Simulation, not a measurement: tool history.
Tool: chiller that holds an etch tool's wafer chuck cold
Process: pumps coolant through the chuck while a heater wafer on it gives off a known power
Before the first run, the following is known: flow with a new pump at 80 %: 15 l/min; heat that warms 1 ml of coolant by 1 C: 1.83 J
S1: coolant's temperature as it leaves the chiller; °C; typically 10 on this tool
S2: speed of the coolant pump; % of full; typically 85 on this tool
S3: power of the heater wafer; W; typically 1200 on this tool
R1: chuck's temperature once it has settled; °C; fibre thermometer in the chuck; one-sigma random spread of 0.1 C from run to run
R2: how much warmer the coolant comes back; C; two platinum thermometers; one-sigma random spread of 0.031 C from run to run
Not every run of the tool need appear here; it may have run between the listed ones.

{"run": 1, "hour": 0.0, "S1": 10, "S2": 85, "S3": 1200, "R1": 23.0, "R2": 2.51}
{"run": 2, "hour": 24.2, "S1": 10, "S2": 81, "S3": 1200, "R1": 23.7, "R2": 2.64}
{"run": 3, "hour": 46.7, "S1": 10, "S2": 85, "S3": 1200, "R1": 23.2, "R2": 2.49}
{"run": 4, "hour": 82.0, "S1": 10, "S2": 83, "S3": 1200, "R1": 23.5, "R2": 2.52}
{"run": 5, "hour": 127.6, "S1": 10, "S2": 85, "S3": 1200, "R1": 23.3, "R2": 2.48}
{"run": 6, "hour": 153.6, "S1": 10, "S2": 61, "S3": 1200, "R1": 27.0, "R2": 3.59}
{"run": 7, "hour": 186.8, "S1": 10, "S2": 61, "S3": 1200, "R1": 27.1, "R2": 3.58}
{"run": 8, "hour": 207.0, "S1": 10, "S2": 61, "S3": 1200, "R1": 27.0, "R2": 3.55}
{"run": 9, "hour": 238.6, "S1": 10, "S2": 61, "S3": 1200, "R1": 27.0, "R2": 3.59}
{"run": 10, "hour": 265.3, "S1": 10, "S2": 61, "S3": 1200, "R1": 27.1, "R2": 3.56}
{"run": 11, "hour": 305.5, "S1": 10, "S2": 61, "S3": 1200, "R1": 27.0, "R2": 3.63}
{"run": 12, "hour": 325.3, "S1": 10, "S2": 61, "S3": 1200, "R1": 27.0, "R2": 3.62}
{"run": 13, "hour": 353.5, "S1": 10, "S2": 61, "S3": 1200, "R1": 27.1, "R2": 3.59}
{"run": 14, "hour": 377.2, "S1": 10, "S2": 61, "S3": 1200, "R1": 27.1, "R2": 3.65}
{"run": 15, "hour": 419.2, "S1": 10, "S2": 61, "S3": 1200, "R1": 27.2, "R2": 3.56}
{"run": 16, "hour": 442.8, "S1": 10, "S2": 61, "S3": 1200, "R1": 27.1, "R2": 3.55}
{"run": 17, "hour": 476.2, "S1": 9, "S2": 87, "S3": 942, "R1": 19.3, "R2": 1.89}
{"run": 18, "hour": 517.7, "S1": 6, "S2": 85, "S3": 692, "R1": 13.6, "R2": 1.48}
{"run": 19, "hour": 556.1, "S1": 10, "S2": 85, "S3": 1576, "R1": 27.4, "R2": 3.33}
{"run": 20, "hour": 590.5, "S1": 10, "S2": 85, "S3": 842, "R1": 19.3, "R2": 1.76}
{"run": 21, "hour": 618.7, "S1": 10, "S2": 85, "S3": 842, "R1": 19.3, "R2": 1.75}
{"run": 22, "hour": 641.9, "S1": 14, "S2": 68, "S3": 1790, "R1": 37.4, "R2": 4.75}
{"run": 23, "hour": 679.0, "S1": 13, "S2": 71, "S3": 1206, "R1": 28.4, "R2": 3.11}
{"run": 24, "hour": 712.0, "S1": 19, "S2": 100, "S3": 1581, "R1": 34.5, "R2": 2.82}
{"run": 25, "hour": 745.6, "S1": 14, "S2": 64, "S3": 1547, "R1": 35.5, "R2": 4.46}
{"run": 26, "hour": 769.7, "S1": 14, "S2": 64, "S3": 1547, "R1": 35.4, "R2": 4.4}
{"run": 27, "hour": 815.2, "S1": 14, "S2": 64, "S3": 1547, "R1": 35.5, "R2": 4.48}
{"run": 28, "hour": 840.7, "S1": 13, "S2": 63, "S3": 1267, "R1": 30.8, "R2": 3.66}
{"run": 29, "hour": 875.6, "S1": 10, "S2": 78, "S3": 1140, "R1": 23.7, "R2": 2.63}
{"run": 30, "hour": 895.7, "S1": 3, "S2": 78, "S3": 973, "R1": 14.7, "R2": 2.25}
{"run": 31, "hour": 934.2, "S1": 12, "S2": 62, "S3": 809, "R1": 23.5, "R2": 2.36}

Hidden state or all else? Some run-to-run changes of R1, split into what the settings, what came in and random variation would give without the hidden state, and what is left for the hidden state (with any gauge scatter that isn't in both results):
The hidden state here: heat passed by the chuck's channels, % of clean ones'; flow at a given pump speed, % of a new pump's; coolant's true temperature over the reading, C; drift of the gauge itself on chuck_c, C; drift of the gauge itself on warmer_back_c, C.
Run 18 -> 19: S1 6 -> 10, S3 692 -> 1576. R1 +13.8 °C: hidden state +0.6, all else +13.2.
Run 19 -> 20: S3 1576 -> 842. R1 -8.1 °C: hidden state -0.4, all else -7.7.
Run 21 -> 22: S1 10 -> 14, S2 85 -> 68, S3 842 -> 1790. R1 +18.1 °C: hidden state +0.7, all else +17.4.
Run 22 -> 23: S1 14 -> 13, S2 68 -> 71, S3 1790 -> 1206. R1 -9.0 °C: hidden state -0.4, all else -8.6.
